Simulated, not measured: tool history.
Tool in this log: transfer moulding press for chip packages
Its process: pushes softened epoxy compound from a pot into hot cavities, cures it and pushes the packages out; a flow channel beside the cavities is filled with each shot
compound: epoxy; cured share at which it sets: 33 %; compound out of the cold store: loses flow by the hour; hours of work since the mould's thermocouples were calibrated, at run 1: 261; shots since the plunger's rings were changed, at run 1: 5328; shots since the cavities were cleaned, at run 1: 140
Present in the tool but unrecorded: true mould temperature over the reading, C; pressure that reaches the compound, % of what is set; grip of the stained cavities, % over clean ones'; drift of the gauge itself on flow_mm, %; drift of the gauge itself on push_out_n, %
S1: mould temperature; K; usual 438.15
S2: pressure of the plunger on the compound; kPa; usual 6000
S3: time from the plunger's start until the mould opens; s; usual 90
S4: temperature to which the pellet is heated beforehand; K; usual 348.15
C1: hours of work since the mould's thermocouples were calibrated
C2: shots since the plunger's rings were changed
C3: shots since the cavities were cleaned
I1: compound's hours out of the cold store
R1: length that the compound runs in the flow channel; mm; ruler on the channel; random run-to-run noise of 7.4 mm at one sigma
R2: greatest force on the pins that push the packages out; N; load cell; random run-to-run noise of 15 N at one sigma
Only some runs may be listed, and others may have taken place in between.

run 1 hour=0.0 | S1=438.15 S2=6000 S3=90 S4=348.15 | C1=261 C2=5328 C3=140 | I1=10.5 | R1=843 R2=896
run 2 hour=5.6 | S1=442.15 S2=6000 S3=90 S4=348.15 | C1=264 C2=5385 C3=197 | I1=22.5 | R1=811 R2=738
run 3 hour=13.5 | S1=442.15 S2=6000 S3=90 S4=348.15 | C1=268 C2=5464 C3=276 | I1=19.8 | R1=805 R2=791
run 4 hour=25.7 | S1=442.15 S2=6000 S3=90 S4=348.15 | C1=275 C2=5587 C3=399 | I1=33.6 | R1=788 R2=890
run 5 hour=37.6 | S1=438.15 S2=6000 S3=90 S4=348.15 | C1=281 C2=5707 C3=519 | I1=38.6 | R1=765 R2=1199
-- hour=46.5 cavities cleaned with cleaning compound and waxed
run 6 hour=48.8 | S1=438.15 S2=6000 S3=90 S4=348.15 | C1=287 C2=5805 C3=22 | I1=23.0 | R1=797 R2=1437
run 7 hour=57.8 | S1=445.15 S2=6000 S3=90 S4=348.15 | C1=292 C2=5896 C3=113 | I1=13.9 | R1=809 R2=999
-- hour=68.7 cavities cleaned with cleaning compound and waxed, once more
run 8 hour=69.1 | S1=445.15 S2=6000 S3=90 S4=348.15 | C1=297 C2=5995 C3=4 | I1=43.8 | R1=748 R2=490
-- hour=72.6 plunger's sealing rings changed
run 9 hour=80.7 | S1=445.15 S2=6000 S3=90 S4=348.15 | C1=302 C2=82 C3=96 | I1=38.6 | R1=844 R2=566
run 10 hour=91.5 | S1=445.15 S2=6000 S3=90 S4=348.15 | C1=308 C2=191 C3=205 | I1=23.9 | R1=863 R2=669
run 11 hour=102.4 | S1=445.15 S2=6000 S3=90 S4=348.15 | C1=314 C2=301 C3=315 | I1=20.0 | R1=892 R2=757
run 12 hour=114.1 | S1=438.15 S2=6450 S3=90 S4=348.15 | C1=320 C2=419 C3=433 | I1=24.4 | R1=933 R2=1181
run 13 hour=123.5 | S1=438.15 S2=6450 S3=90 S4=348.15 | C1=325 C2=514 C3=528 | I1=9.2 | R1=990 R2=1294
-- hour=132.6 cavities cleaned with cleaning compound and waxed
run 14 hour=137.2 | S1=438.15 S2=6000 S3=90 S4=348.15 | C1=332 C2=637 C3=47 | I1=29.4 | R1=888 R2=783
run 15 hour=147.8 | S1=438.15 S2=4800 S3=87 S4=342.15 | C1=338 C2=744 C3=154 | I1=21.9 | R1=807 R2=1048
run 16 hour=157.6 | S1=432.15 S2=5870 S3=109 S4=346.15 | C1=343 C2=843 C3=253 | I1=47.4 | R1=843 R2=1073
run 17 hour=165.0 | S1=432.15 S2=5870 S3=109 S4=346.15 | C1=347 C2=917 C3=327 | I1=44.3 | R1=848 R2=1122
run 18 hour=171.4 | S1=437.15 S2=7490 S3=88 S4=343.15 | C1=351 C2=983 C3=393 | I1=12.9 | R1=1037 R2=1345

Run 19 is up next; what results do you expect?
run 19 hour=182.2 | S1=438.15 S2=5970 S3=90 S4=352.15 | C1=357 C2=1092 C3=502 | I1=12.0 | R1=? R2=?

{"run 19": {"R1": 908, "R2": 1221}}
The same run, on a tool lacking any hidden state, would have yielded R1 931 mm, R2 735 N.
